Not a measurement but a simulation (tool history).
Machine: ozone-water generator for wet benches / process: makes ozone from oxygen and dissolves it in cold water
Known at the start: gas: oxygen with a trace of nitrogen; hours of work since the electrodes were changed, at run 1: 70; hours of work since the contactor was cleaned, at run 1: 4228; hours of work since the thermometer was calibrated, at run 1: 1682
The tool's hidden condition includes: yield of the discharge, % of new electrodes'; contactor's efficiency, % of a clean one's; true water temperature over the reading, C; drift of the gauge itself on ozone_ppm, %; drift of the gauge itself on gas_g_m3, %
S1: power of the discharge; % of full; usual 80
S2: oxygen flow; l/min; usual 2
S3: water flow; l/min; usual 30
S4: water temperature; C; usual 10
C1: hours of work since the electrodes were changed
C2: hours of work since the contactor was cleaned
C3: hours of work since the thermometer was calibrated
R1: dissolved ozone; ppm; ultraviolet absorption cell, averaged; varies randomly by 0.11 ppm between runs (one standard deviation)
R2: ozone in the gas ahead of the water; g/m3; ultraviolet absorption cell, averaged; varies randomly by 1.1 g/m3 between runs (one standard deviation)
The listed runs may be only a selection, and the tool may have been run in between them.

run	day	S1	S2	S3	S4	C1	C2	C3	R1	R2
1	0	80	2	30	10	70	4228	1682	6.5	192.8
2	0.862	80	2	30	10	84	4242	1696	6.4	193.3
3	2.242	80	2	30	10	106	4265	1719	6.8	190.4
# day 3.379: contactor cleaned
4	4.154	80	2	30	14	135	13	1747	6.7	191.5
5	5.167	80	2	30	14	151	29	1763	6.4	192.9
6	6.7	80	2	30	14	176	54	1788	6.6	189.9
7	8.212	80	2	30	10	201	78	1813	6.7	189.6
8	9.096	80	2	30	10	215	93	1827	6.6	191.6
9	10.296	80	2	30	10	234	112	1847	6.7	192.3
10	12.142	80	1.96	30	10	264	142	1877	6.7	191.1
11	13.238	80	1.96	30	10	282	160	1895	6.8	192.8
12	15.017	80	1.96	30	10	311	189	1923	6.7	192.5
13	16.446	80	1.93	30	10	334	212	1947	6.5	193.5
14	17.279	80	2	30	10	348	226	1960	6.7	189.4
15	18.25	80	2	30	10	364	242	1976	6.4	188.8
16	19.575	80	2	30	10	385	263	1998	6.8	189.7
17	20.625	80	2	19	10	402	280	2015	11.3	188.6
18	21.825	41	2	27	5	422	300	2034	5.4	129.3
19	23.446	56	2	27	7	448	326	2060	6.2	153.3
20	24.504	56	1.52	41	6	465	343	2078	3.5	180
21	25.675	42	2	26	10	484	362	2097	5.4	130.7
22	27.304	47	2	26	10	511	389	2123	5.7	140.2
23	28.192	47	2	26	10	525	403	2138	5.6	140.3
24	29.133	47	2	26	10	540	418	2153	5.8	140.1
25	30.542	47	2	26	10	563	441	2176	6	138.1
26	32.279	42	1.31	30	9	592	470	2204	4	165.6
27	33.058	42	1.31	30	9	604	482	2217	4	163.9
28	34.179	42	1.31	30	9	622	500	2235	4	163.8
29	35.279	66	1.79	30	10	640	518	2253	5.7	180.5
30	36.475	66	1.79	30	10	660	538	2272	5.9	179.8
31	37.562	66	1.79	30	10	677	555	2290	5.6	177.5
32	38.971	66	1.79	30	13	700	578	2313	5.5	179.2
33	40.371	66	1.79	47	13	723	601	2335	3.3	180
34	42.092	77	2	30	10	751	629	2363	6.5	182.7

Some steps in R2, run to run, broken into two amounts with sign: the step expected even without the hidden condition (settings, incoming material, random variation), and the rest, left for the hidden condition together with whatever gauge scatter is not in both the measured and the hidden-condition-free result:
Run 17 -> 18: S1 80 -> 41, S3 19 -> 27, S4 10 -> 5. R2 -59.3 g/m3: hidden state +0.6, all else -59.9.
Run 20 -> 21: S1 56 -> 42, S2 1.52 -> 2, S3 41 -> 26, S4 6 -> 10. R2 -49.3 g/m3: hidden state +0.6, all else -49.9.
Run 25 -> 26: S1 47 -> 42, S2 2 -> 1.31, S3 26 -> 30, S4 10 -> 9. R2 +27.5 g/m3: hidden state -0.6, all else +28.1.

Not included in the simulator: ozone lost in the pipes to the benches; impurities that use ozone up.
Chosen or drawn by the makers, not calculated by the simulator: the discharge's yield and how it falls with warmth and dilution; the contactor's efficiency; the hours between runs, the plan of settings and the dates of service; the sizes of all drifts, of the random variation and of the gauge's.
